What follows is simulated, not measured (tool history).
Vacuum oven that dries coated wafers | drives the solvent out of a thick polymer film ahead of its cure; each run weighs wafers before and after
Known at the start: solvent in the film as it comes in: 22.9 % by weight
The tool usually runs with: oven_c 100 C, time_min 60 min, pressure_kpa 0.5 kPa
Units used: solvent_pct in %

run    hour  oven_c  time_min  pressure_kpa  solvent_pct
  1       0     100        60           0.5         6.42
  2    82.9     100        60           0.5         6.32
  3   164.7     100        60         0.439         6.19
  4   203.3     100        60         0.439         6.24
  5   263.9     100        60         1.593         7.49
  6   311.9     100        60         0.484         6.05
  7   390.1     100        60         0.484         6.22
  8   469.1     100        60         0.484         6.14
  9   530.4     100        60         0.484         6.15
 10   571.1     100        60         0.484          6.1
 11   648.5     100        60         0.484         5.98
 12   709.7     100        60         0.484         5.93
 13   793.8     100        60         0.484         6.07
 14   831.2     100        60         0.484         5.97
 15   897.3     100        60         0.484         5.93
 16     949     100        60         0.484         6.21
 17  1014.5     100        60         0.484         6.07
 18  1095.3     100        60         0.484         6.01
 19  1142.2      87        60         0.484        12.03
 20  1225.8      87        60         0.484         11.9
 21  1288.3      96        71         0.935          7.4
     1295.5  -- oven's thermocouples calibrated
 22  1370.6     100        69         1.535         7.57
 23    1425      87        69         0.447        12.04
 24  1485.4      92        89         0.436         8.17
 25  1548.8      92        89         0.436          8.2
 26  1609.4      86        33         0.599         15.8
 27  1656.6     112        33         0.315         5.15
 28  1701.4     112        33         0.315         5.07
 29  1741.5     108        60         0.422         3.57
 30  1793.7     100        60         1.348          7.8
 31  1871.3     100        60          0.42         6.64
 32  1957.1     100        60          0.42         6.63
 33  2002.8      95        60         1.026         9.82
 34  2044.6      94        60           0.5         9.71
 35  2111.6     100        60         0.843         7.03

Per-run results on a tool with no hidden state, each run keeping its own random variation:
Hidden state at play: true wafer temperature over the reading, C; true pressure over the reading, kPa; drift of the gauge itself on solvent_pct, %.
run  solvent_pct
  1         6.11
  2         6.02
  3         5.93
  4         5.99
  5         7.27
  6         5.84
  7         6.02
  8         5.96
  9         5.99
 10         5.95
 11         5.86
 12         5.81
 13         5.98
 14         5.89
 15         5.86
 16         6.16
 17         6.03
 18            6
 19        11.91
 20         11.8
 21          7.4
 22         6.55
 23        10.94
 24         6.98
 25         7.02
 26        15.05
 27         4.56
 28          4.5
 29         2.77
 30         6.96
 31         5.83
 32         5.85
 33         9.01
 34         8.89
 35         6.29

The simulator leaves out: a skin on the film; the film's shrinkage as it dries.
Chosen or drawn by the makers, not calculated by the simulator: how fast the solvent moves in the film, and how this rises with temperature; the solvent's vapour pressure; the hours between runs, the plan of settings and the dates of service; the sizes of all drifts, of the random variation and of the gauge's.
